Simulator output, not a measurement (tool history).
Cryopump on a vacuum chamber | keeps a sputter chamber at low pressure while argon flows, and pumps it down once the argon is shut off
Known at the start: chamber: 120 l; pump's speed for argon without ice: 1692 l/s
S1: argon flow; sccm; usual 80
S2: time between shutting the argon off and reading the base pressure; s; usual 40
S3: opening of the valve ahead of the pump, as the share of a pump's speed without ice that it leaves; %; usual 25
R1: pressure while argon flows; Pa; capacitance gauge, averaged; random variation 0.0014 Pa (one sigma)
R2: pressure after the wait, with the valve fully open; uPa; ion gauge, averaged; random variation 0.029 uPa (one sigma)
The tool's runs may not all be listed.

run 1 hour=0.0 | S1=80 S2=40 S3=25 | R1=0.3332 R2=2.00
run 2 hour=16.9 | S1=80 S2=110 S3=25 | R1=0.3328 R2=1.23
run 3 hour=33.2 | S1=80 S2=110 S3=25 | R1=0.3364 R2=1.22
run 4 hour=44.7 | S1=80 S2=110 S3=25 | R1=0.3343 R2=1.23
run 5 hour=60.3 | S1=80 S2=40 S3=25 | R1=0.3329 R2=2.02
run 6 hour=74.4 | S1=80 S2=40 S3=25 | R1=0.3356 R2=1.98
run 7 hour=85.3 | S1=80 S2=40 S3=25 | R1=0.3355 R2=2.03
run 8 hour=97.2 | S1=80 S2=40 S3=25 | R1=0.3358 R2=2.06
run 9 hour=106.8 | S1=80 S2=40 S3=25 | R1=0.3334 R2=2.13
run 10 hour=121.7 | S1=80 S2=26 S3=25 | R1=0.3364 R2=2.79
run 11 hour=133.4 | S1=80 S2=26 S3=25 | R1=0.3338 R2=2.72
run 12 hour=152.3 | S1=80 S2=26 S3=25 | R1=0.3386 R2=2.72
run 13 hour=173.4 | S1=80 S2=26 S3=25 | R1=0.3361 R2=2.77
run 14 hour=190.3 | S1=80 S2=26 S3=25 | R1=0.3387 R2=2.79
run 15 hour=204.2 | S1=80 S2=26 S3=25 | R1=0.3391 R2=2.79
run 16 hour=225.2 | S1=80 S2=26 S3=25 | R1=0.3388 R2=2.69
run 17 hour=243.8 | S1=80 S2=26 S3=25 | R1=0.3394 R2=2.87
run 18 hour=261.2 | S1=80 S2=26 S3=25 | R1=0.3412 R2=2.81
run 19 hour=280.1 | S1=80 S2=26 S3=25 | R1=0.3401 R2=2.89
run 20 hour=289.0 | S1=55 S2=26 S3=42 | R1=0.1460 R2=2.87
run 21 hour=309.1 | S1=80 S2=33 S3=25 | R1=0.3418 R2=2.48

Forecast each of these 3 alternatives for the next run:
run A hour=320.5 | S1=73 S2=23 S3=15 | R1=? R2=?
run B hour=320.5 | S1=106 S2=53 S3=20 | R1=? R2=?
run C hour=320.5 | S1=80 S2=85 S3=20 | R1=? R2=?

run=A R1=0.5063 R2=3.14
run=B R1=0.5570 R2=1.98
run=C R1=0.4228 R2=1.54
Without the tool's hidden state the same runs would have given:
run=A R1=0.4859 R2=2.34
run=B R1=0.5275 R2=1.17
run=C R1=0.4004 R2=0.74
